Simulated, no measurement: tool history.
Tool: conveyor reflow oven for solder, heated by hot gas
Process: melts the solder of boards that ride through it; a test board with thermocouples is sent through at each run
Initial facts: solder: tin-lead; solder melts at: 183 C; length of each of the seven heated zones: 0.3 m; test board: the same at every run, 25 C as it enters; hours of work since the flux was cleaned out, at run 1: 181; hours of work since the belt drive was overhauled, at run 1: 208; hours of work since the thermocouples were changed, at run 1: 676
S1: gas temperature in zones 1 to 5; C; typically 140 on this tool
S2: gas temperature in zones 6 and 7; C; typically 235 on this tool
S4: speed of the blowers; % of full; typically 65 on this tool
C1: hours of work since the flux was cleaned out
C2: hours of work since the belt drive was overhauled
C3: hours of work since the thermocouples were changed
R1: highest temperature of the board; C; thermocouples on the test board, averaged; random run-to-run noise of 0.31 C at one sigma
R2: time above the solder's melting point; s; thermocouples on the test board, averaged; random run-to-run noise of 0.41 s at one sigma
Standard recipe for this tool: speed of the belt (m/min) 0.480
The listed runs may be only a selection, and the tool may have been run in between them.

{"run": 1, "hour": 0.0, "S1": 140, "S2": 235, "speed of the belt (m/min)": 0.48, "S4": 65, "C1": 181, "C2": 208, "C3": 676, "R1": 207.7, "R2": 46.7}
{"run": 2, "hour": 12.6, "S1": 140, "S2": 235, "speed of the belt (m/min)": 0.48, "S4": 65, "C1": 189, "C2": 217, "C3": 684, "R1": 208.0, "R2": 46.6}
{"run": 3, "hour": 19.2, "S1": 140, "S2": 235, "speed of the belt (m/min)": 0.437, "S4": 65, "C1": 193, "C2": 221, "C3": 689, "R1": 211.7, "R2": 56.1}
{"run": 4, "hour": 30.0, "S1": 140, "S2": 235, "speed of the belt (m/min)": 0.55, "S4": 65, "C1": 200, "C2": 228, "C3": 696, "R1": 202.2, "R2": 33.8}
{"run": 5, "hour": 43.7, "S1": 131, "S2": 235, "speed of the belt (m/min)": 0.48, "S4": 65, "C1": 209, "C2": 237, "C3": 705, "R1": 205.5, "R2": 41.2}
{"run": 6, "hour": 53.8, "S1": 153, "S2": 235, "speed of the belt (m/min)": 0.48, "S4": 65, "C1": 216, "C2": 244, "C3": 712, "R1": 211.5, "R2": 55.2}
{"run": 7, "hour": 64.9, "S1": 153, "S2": 235, "speed of the belt (m/min)": 0.48, "S4": 65, "C1": 223, "C2": 251, "C3": 719, "R1": 210.9, "R2": 55.3}
{"run": 8, "hour": 71.0, "S1": 153, "S2": 235, "speed of the belt (m/min)": 0.48, "S4": 65, "C1": 227, "C2": 255, "C3": 723, "R1": 211.6, "R2": 55.8}
{"run": 9, "hour": 83.4, "S1": 153, "S2": 235, "speed of the belt (m/min)": 0.48, "S4": 65, "C1": 235, "C2": 263, "C3": 731, "R1": 211.7, "R2": 55.2}
{"run": 10, "hour": 98.1, "S1": 140, "S2": 235, "speed of the belt (m/min)": 0.48, "S4": 69, "C1": 245, "C2": 273, "C3": 741, "R1": 209.8, "R2": 48.1}
{"run": 11, "hour": 110.0, "S1": 140, "S2": 235, "speed of the belt (m/min)": 0.48, "S4": 65, "C1": 253, "C2": 281, "C3": 748, "R1": 207.6, "R2": 46.1}
{"run": 12, "hour": 119.9, "S1": 140, "S2": 235, "speed of the belt (m/min)": 0.48, "S4": 65, "C1": 259, "C2": 287, "C3": 755, "R1": 208.0, "R2": 45.5}
{"run": 13, "hour": 132.9, "S1": 140, "S2": 235, "speed of the belt (m/min)": 0.48, "S4": 65, "C1": 268, "C2": 296, "C3": 763, "R1": 207.3, "R2": 46.1}
{"run": 14, "hour": 145.2, "S1": 140, "S2": 231, "speed of the belt (m/min)": 0.48, "S4": 65, "C1": 276, "C2": 304, "C3": 772, "R1": 204.2, "R2": 41.9}
{"run": 15, "hour": 158.5, "S1": 140, "S2": 231, "speed of the belt (m/min)": 0.48, "S4": 65, "C1": 285, "C2": 312, "C3": 780, "R1": 204.2, "R2": 41.3}
{"run": 16, "hour": 165.8, "S1": 140, "S2": 231, "speed of the belt (m/min)": 0.48, "S4": 65, "C1": 290, "C2": 317, "C3": 785, "R1": 204.3, "R2": 42.4}
{"run": 17, "hour": 178.9, "S1": 143, "S2": 231, "speed of the belt (m/min)": 0.527, "S4": 74, "C1": 298, "C2": 326, "C3": 794, "R1": 205.3, "R2": 39.7}
{"run": 18, "hour": 189.3, "S1": 143, "S2": 231, "speed of the belt (m/min)": 0.527, "S4": 74, "C1": 305, "C2": 333, "C3": 801, "R1": 205.3, "R2": 40.0}
{"run": 19, "hour": 202.0, "S1": 140, "S2": 230, "speed of the belt (m/min)": 0.413, "S4": 67, "C1": 313, "C2": 341, "C3": 809, "R1": 209.8, "R2": 57.4}
{"run": 20, "hour": 208.3, "S1": 152, "S2": 230, "speed of the belt (m/min)": 0.484, "S4": 67, "C1": 318, "C2": 345, "C3": 813, "R1": 208.2, "R2": 50.1}
{"run": 21, "hour": 221.7, "S1": 136, "S2": 239, "speed of the belt (m/min)": 0.493, "S4": 82, "C1": 326, "C2": 354, "C3": 822, "R1": 214.7, "R2": 51.6}
{"run": 22, "hour": 236.2, "S1": 129, "S2": 239, "speed of the belt (m/min)": 0.543, "S4": 82, "C1": 336, "C2": 363, "C3": 831, "R1": 208.6, "R2": 38.8}
{"run": 23, "hour": 247.6, "S1": 130, "S2": 244, "speed of the belt (m/min)": 0.413, "S4": 71, "C1": 343, "C2": 371, "C3": 839, "R1": 220.0, "R2": 64.3}
{"run": 24, "hour": 254.8, "S1": 130, "S2": 244, "speed of the belt (m/min)": 0.413, "S4": 71, "C1": 348, "C2": 376, "C3": 844, "R1": 220.6, "R2": 64.0}
{"run": 25, "hour": 262.1, "S1": 137, "S2": 234, "speed of the belt (m/min)": 0.518, "S4": 54, "C1": 353, "C2": 381, "C3": 848, "R1": 196.1, "R2": 25.0}
{"hour": 270.2, "done": "flux residue cleaned out of gas plates and filters"}
{"run": 26, "hour": 281.1, "S1": 137, "S2": 234, "speed of the belt (m/min)": 0.518, "S4": 54, "C1": 7, "C2": 390, "C3": 858, "R1": 199.1, "R2": 30.1}
{"run": 27, "hour": 293.0, "S1": 137, "S2": 234, "speed of the belt (m/min)": 0.518, "S4": 54, "C1": 15, "C2": 398, "C3": 865, "R1": 199.8, "R2": 30.5}
{"run": 28, "hour": 305.8, "S1": 140, "S2": 234, "speed of the belt (m/min)": 0.517, "S4": 65, "C1": 23, "C2": 406, "C3": 874, "R1": 207.1, "R2": 41.8}
{"run": 29, "hour": 313.5, "S1": 140, "S2": 234, "speed of the belt (m/min)": 0.517, "S4": 65, "C1": 28, "C2": 411, "C3": 879, "R1": 206.8, "R2": 41.1}
{"run": 30, "hour": 324.4, "S1": 144, "S2": 237, "speed of the belt (m/min)": 0.454, "S4": 71, "C1": 36, "C2": 418, "C3": 886, "R1": 217.8, "R2": 61.6}
{"run": 31, "hour": 338.9, "S1": 144, "S2": 237, "speed of the belt (m/min)": 0.454, "S4": 71, "C1": 45, "C2": 428, "C3": 896, "R1": 218.1, "R2": 61.4}

Here are 3 independent what-if runs from the current tool condition. What would each one return?
{"run": "A", "hour": 349.8, "S1": 130, "S2": 225, "speed of the belt (m/min)": 0.48, "S4": 63, "C1": 52, "C2": 435, "C3": 903, "R1": "?", "R2": "?"}
{"run": "B", "hour": 349.8, "S1": 149, "S2": 235, "speed of the belt (m/min)": 0.48, "S4": 65, "C1": 52, "C2": 435, "C3": 903, "R1": "?", "R2": "?"}
{"run": "C", "hour": 349.8, "S1": 139, "S2": 237, "speed of the belt (m/min)": 0.456, "S4": 63, "C1": 52, "C2": 435, "C3": 903, "R1": "?", "R2": "?"}

run=A R1=199.5 R2=32.6
run=B R1=212.6 R2=55.3
run=C R1=213.1 R2=55.0
With the hidden condition removed and each run's random variation left untouched, the same runs would have given:
run=A R1=198.3 R2=30.6
run=B R1=211.4 R2=53.6
run=C R1=211.9 R2=53.2
